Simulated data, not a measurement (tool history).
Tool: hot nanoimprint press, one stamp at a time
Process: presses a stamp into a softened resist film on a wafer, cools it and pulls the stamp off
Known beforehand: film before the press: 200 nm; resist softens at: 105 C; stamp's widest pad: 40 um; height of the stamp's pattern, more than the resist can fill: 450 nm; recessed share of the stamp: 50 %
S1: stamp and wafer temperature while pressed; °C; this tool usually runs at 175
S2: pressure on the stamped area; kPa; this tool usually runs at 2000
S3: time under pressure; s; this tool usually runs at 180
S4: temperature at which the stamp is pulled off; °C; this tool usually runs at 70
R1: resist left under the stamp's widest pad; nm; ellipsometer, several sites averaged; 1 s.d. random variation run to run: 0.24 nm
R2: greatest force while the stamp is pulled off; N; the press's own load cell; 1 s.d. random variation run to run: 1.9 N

| run | hour | S1 | S2 | S3 | S4 | R1 | R2 |
|---|---|---|---|---|---|---|---|
| 1 | 0 | 175 | 2000 | 180 | 70 | 96.3 | 191 |
| 2 | 19.4 | 175 | 2000 | 180 | 70 | 96.8 | 191 |
| 3 | 31.6 | 175 | 2000 | 180 | 70 | 96 | 188 |
| 4 | 42.6 | 175 | 1350 | 180 | 70 | 112.4 | 191 |
| 5 | 56 | 175 | 2000 | 180 | 70 | 95.7 | 190 |
| 6 | 67.9 | 175 | 2000 | 180 | 74 | 95.7 | 173 |
| 7 | 85.8 | 175 | 2000 | 180 | 74 | 95.2 | 173 |
| 8 | 96.5 | 175 | 2000 | 180 | 70 | 95.6 | 195 |
| 9 | 109.4 | 175 | 1340 | 180 | 70 | 111.8 | 189 |
| 10 | 121.8 | 175 | 2000 | 332 | 70 | 74.9 | 191 |
| 11 | 138.6 | 166 | 2000 | 180 | 70 | 143.7 | 192 |
|  | 156.1 | plate thermocouple calibrated |
| 12 | 157.1 | 166 | 2000 | 180 | 70 | 143.1 | 193 |
| 13 | 170.3 | 175 | 2000 | 180 | 70 | 94.9 | 192 |
| 14 | 179.9 | 175 | 2000 | 180 | 70 | 94.4 | 194 |
| 15 | 191.8 | 175 | 2000 | 180 | 70 | 94.4 | 190 |
| 16 | 200.3 | 169 | 1710 | 201 | 74 | 128.8 | 176 |
|  | 207.5 | gauge calibrated |
| 17 | 216.6 | 169 | 1710 | 201 | 74 | 131.4 | 173 |
| 18 | 232.2 | 175 | 2000 | 180 | 74 | 96.5 | 173 |
| 19 | 245.1 | 175 | 2000 | 180 | 74 | 96.3 | 175 |
| 20 | 259 | 175 | 2000 | 180 | 74 | 95.9 | 176 |
| 21 | 267.9 | 180 | 2870 | 184 | 70 | 60.9 | 193 |
| 22 | 278.4 | 170 | 1910 | 140 | 72 | 133.6 | 185 |
| 23 | 297.8 | 170 | 1910 | 140 | 72 | 133.1 | 183 |
| 24 | 307.2 | 175 | 1440 | 234 | 70 | 99.6 | 190 |
| 25 | 316.9 | 167 | 1280 | 118 | 58 | 166.5 | 248 |
|  | 329.7 | stamp cleaned and given a new release coat |
| 26 | 336.6 | 167 | 1280 | 101 | 64 | 169.9 | 218 |
| 27 | 349.1 | 175 | 2060 | 180 | 70 | 94.1 | 189 |
| 28 | 364.7 | 175 | 2060 | 180 | 70 | 93.2 | 192 |

What will run 29 give?
| 29 | 379.7 | 175 | 2370 | 141 | 70 | ? | ? |

R1: 96.2 nm
R2: 191 N
Minus the tool's unlogged condition, the same run would have read R1 97.8 nm, R2 191 N.
